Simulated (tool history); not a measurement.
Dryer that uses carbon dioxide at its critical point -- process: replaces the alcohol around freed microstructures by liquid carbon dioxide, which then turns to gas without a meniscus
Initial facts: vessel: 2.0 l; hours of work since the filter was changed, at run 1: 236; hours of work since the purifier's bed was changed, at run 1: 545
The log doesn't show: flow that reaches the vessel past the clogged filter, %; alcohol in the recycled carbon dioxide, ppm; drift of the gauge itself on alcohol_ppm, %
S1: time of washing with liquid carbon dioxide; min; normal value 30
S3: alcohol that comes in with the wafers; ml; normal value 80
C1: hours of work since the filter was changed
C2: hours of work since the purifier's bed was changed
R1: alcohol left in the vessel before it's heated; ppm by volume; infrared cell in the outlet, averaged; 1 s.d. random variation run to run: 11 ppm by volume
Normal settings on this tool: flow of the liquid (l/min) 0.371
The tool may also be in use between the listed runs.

run 1 hour=0.0 | S1=30 flow_of_the_liquid_(l/min)=0.371 S3=80 | C1=236 C2=545 | R1=994
run 2 hour=26.8 | S1=30 flow_of_the_liquid_(l/min)=0.371 S3=80 | C1=251 C2=560 | R1=962
run 3 hour=54.6 | S1=46 flow_of_the_liquid_(l/min)=0.371 S3=80 | C1=266 C2=575 | R1=201
run 4 hour=83.8 | S1=46 flow_of_the_liquid_(l/min)=0.371 S3=80 | C1=283 C2=592 | R1=198
run 5 hour=110.4 | S1=46 flow_of_the_liquid_(l/min)=0.371 S3=80 | C1=297 C2=607 | R1=222
run 6 hour=133.5 | S1=30 flow_of_the_liquid_(l/min)=0.371 S3=80 | C1=310 C2=619 | R1=1067
run 7 hour=146.2 | S1=30 flow_of_the_liquid_(l/min)=0.371 S3=80 | C1=317 C2=627 | R1=1036
run 8 hour=168.1 | S1=27 flow_of_the_liquid_(l/min)=0.371 S3=80 | C1=330 C2=639 | R1=1546
run 9 hour=197.8 | S1=22 flow_of_the_liquid_(l/min)=0.604 S3=80 | C1=346 C2=655 | R1=560
run 10 hour=226.9 | S1=22 flow_of_the_liquid_(l/min)=0.296 S3=80 | C1=363 C2=672 | R1=4771

Run 11 comes next. What will it give?
run 11 hour=256.2 | S1=20 flow_of_the_liquid_(l/min)=0.275 S3=50 | C1=379 C2=688 | R1=?

{"run 11": {"R1": 4216}}
On a tool with no hidden condition, and with the same random variation, this run would have come out at R1 3212 ppm by volume.
